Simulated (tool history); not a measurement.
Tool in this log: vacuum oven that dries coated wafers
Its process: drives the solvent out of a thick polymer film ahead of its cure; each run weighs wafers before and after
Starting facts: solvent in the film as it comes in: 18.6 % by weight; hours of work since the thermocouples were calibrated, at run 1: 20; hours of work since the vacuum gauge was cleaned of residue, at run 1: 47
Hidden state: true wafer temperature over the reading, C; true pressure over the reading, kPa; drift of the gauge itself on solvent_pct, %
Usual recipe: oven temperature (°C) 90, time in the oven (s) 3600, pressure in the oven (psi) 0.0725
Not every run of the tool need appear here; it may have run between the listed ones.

run	day	oven temperature (°C)	time in the oven (s)	pressure in the oven (psi)	hours of work since the thermocouples were calibrated	hours of work since the vacuum gauge was cleaned of residue	solvent left in the film (%)
1	0	90	3600	0.0725	20	47	1.8
2	0.796	90	3600	0.0725	28	55	1.71
3	2.571	90	3600	0.0725	45	72	1.85
4	4.425	90	3600	0.0725	64	91	1.91
5	6.296	90	3600	0.0725	82	109	1.88
6	7.258	90	3600	0.0725	91	118	1.79
7	8.446	90	3600	0.0725	103	130	1.78
8	9.871	90	3600	0.0725	117	144	1.84
9	11.217	90	3600	0.0725	131	158	1.74
10	12.729	90	3600	0.159	145	172	2.25
11	14.579	92	3600	0.0725	164	191	1.32
12	16.217	92	3600	0.0519	180	207	1.35
13	17.192	91	3600	0.0725	189	216	1.7
14	18.938	91	3600	0.0725	207	234	1.58
15	20.667	91	3600	0.0725	224	251	1.74
16	22.275	90	3600	0.0725	240	267	1.92
17	24.142	90	3600	0.0725	258	285	1.95
18	25.438	90	3600	0.0725	271	298	1.91
19	26.996	90	3600	0.0725	286	313	1.91
20	27.967	90	3600	0.2582	296	323	2.76
21	29.817	90	3600	0.2582	314	341	2.73
22	31.733	90	3600	0.2582	333	360	2.66
23	33.467	90	3600	0.0725	350	377	1.99
24	35.254	85	3600	0.0725	368	395	3.43
25	36.262	85	3600	0.0725	377	405	3.49
26	37.617	88	4620	0.1069	391	418	1.86
27	39.304	88	4620	0.1069	407	434	1.78
28	40.308	90	4620	0.0725	417	444	1.31
29	41.35	90	4620	0.0725	428	455	1.24
30	43.262	100	3600	0.1622	447	474	0.85
31	44.612	85	4260	0.2255	460	487	3.58
32	45.654	85	4260	0.2255	470	497	3.59
33	47.162	85	1860	0.2255	485	512	7.72
34	48.954	85	1860	0.2255	503	530	7.5
35	50.421	90	3600	0.0368	517	544	2.01
36	52.35	76	4140	0.0725	536	563	6.29
37	53.983	94	3600	0.0725	552	579	1.26
38	55.492	90	3420	0.0547	567	594	2.25
39	56.542	86	2160	0.0815	577	605	5.94
40	58.05	90	1800	0.0725	592	619	5.33
41	59.775	105	3900	0.1983	609	636	0.66
42	61.171	95	3120	0.0819	623	650	1.48
43	62.125	77	4260	0.2528	633	660	6.94
44	63.421	90	2820	0.2354	645	672	3.83
45	64.354	87	3240	0.2038	655	682	4.04
46	66.267	99	2520	0.0434	673	700	1.3
47	67.262	99	2520	0.0434	683	710	1.25
48	68.679	83	6180	0.1777	697	724	2.8

Forecast each of these 3 alternatives for the next run:
A	69.696	90	2460	0.0528	707	734	?
B	69.696	88	3000	0.1777	707	734	?
C	69.696	93	3600	0.206	707	734	?

run	solvent left in the film (%)
A	3.77
B	4
C	2.07
What these runs would have given with no unlogged condition in the tool:
run	solvent left in the film (%)
A	3.16
B	3.39
C	1.65

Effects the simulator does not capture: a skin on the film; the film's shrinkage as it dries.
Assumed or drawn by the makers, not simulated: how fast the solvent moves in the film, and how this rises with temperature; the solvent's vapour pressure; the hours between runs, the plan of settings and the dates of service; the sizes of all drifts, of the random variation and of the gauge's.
